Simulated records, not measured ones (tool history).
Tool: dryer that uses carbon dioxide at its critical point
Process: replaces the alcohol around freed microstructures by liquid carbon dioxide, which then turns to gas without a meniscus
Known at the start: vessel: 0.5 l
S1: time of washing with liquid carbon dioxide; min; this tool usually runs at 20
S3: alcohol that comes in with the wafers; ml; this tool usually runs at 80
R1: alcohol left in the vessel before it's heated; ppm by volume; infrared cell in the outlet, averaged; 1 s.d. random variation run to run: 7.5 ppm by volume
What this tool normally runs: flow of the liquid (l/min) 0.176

run 1 day=0.000 | S1=20 flow_of_the_liquid_(l/min)=0.176 S3=80 | R1=427
run 2 day=0.554 | S1=20 flow_of_the_liquid_(l/min)=0.176 S3=80 | R1=418
run 3 day=1.292 | S1=20 flow_of_the_liquid_(l/min)=0.176 S3=80 | R1=430
run 4 day=1.804 | S1=20 flow_of_the_liquid_(l/min)=0.176 S3=80 | R1=452
run 5 day=2.708 | S1=20 flow_of_the_liquid_(l/min)=0.176 S3=80 | R1=463
run 6 day=3.575 | S1=20 flow_of_the_liquid_(l/min)=0.176 S3=80 | R1=450
run 7 day=4.308 | S1=20 flow_of_the_liquid_(l/min)=0.297 S3=80 | R1=39
run 8 day=5.258 | S1=20 flow_of_the_liquid_(l/min)=0.176 S3=80 | R1=497
run 9 day=5.896 | S1=20 flow_of_the_liquid_(l/min)=0.255 S3=73 | R1=53
run 10 day=6.488 | S1=15 flow_of_the_liquid_(l/min)=0.176 S3=49 | R1=1236
run 11 day=7.450 | S1=15 flow_of_the_liquid_(l/min)=0.176 S3=49 | R1=1225
run 12 day=7.908 | S1=15 flow_of_the_liquid_(l/min)=0.176 S3=49 | R1=1238
run 13 day=8.867 | S1=13 flow_of_the_liquid_(l/min)=0.143 S3=22 | R1=2102
run 14 day=9.642 | S1=14 flow_of_the_liquid_(l/min)=0.176 S3=47 | R1=1590
run 15 day=10.275 | S1=23 flow_of_the_liquid_(l/min)=0.201 S3=36 | R1=76
run 16 day=11.000 | S1=23 flow_of_the_liquid_(l/min)=0.201 S3=36 | R1=79

Each row is a separate what-if for the run after 16, all from the same tool condition, not one after another. Results?
run A day=11.858 | S1=15 flow_of_the_liquid_(l/min)=0.197 S3=77 | R1=?
run B day=11.858 | S1=28 flow_of_the_liquid_(l/min)=0.153 S3=36 | R1=?
run C day=11.858 | S1=17 flow_of_the_liquid_(l/min)=0.297 S3=39 | R1=?

run=A R1=1170
run=B R1=111
run=C R1=69
Had the tool no hidden state, the same runs would have come out as:
run=A R1=907
run=B R1=47
run=C R1=17

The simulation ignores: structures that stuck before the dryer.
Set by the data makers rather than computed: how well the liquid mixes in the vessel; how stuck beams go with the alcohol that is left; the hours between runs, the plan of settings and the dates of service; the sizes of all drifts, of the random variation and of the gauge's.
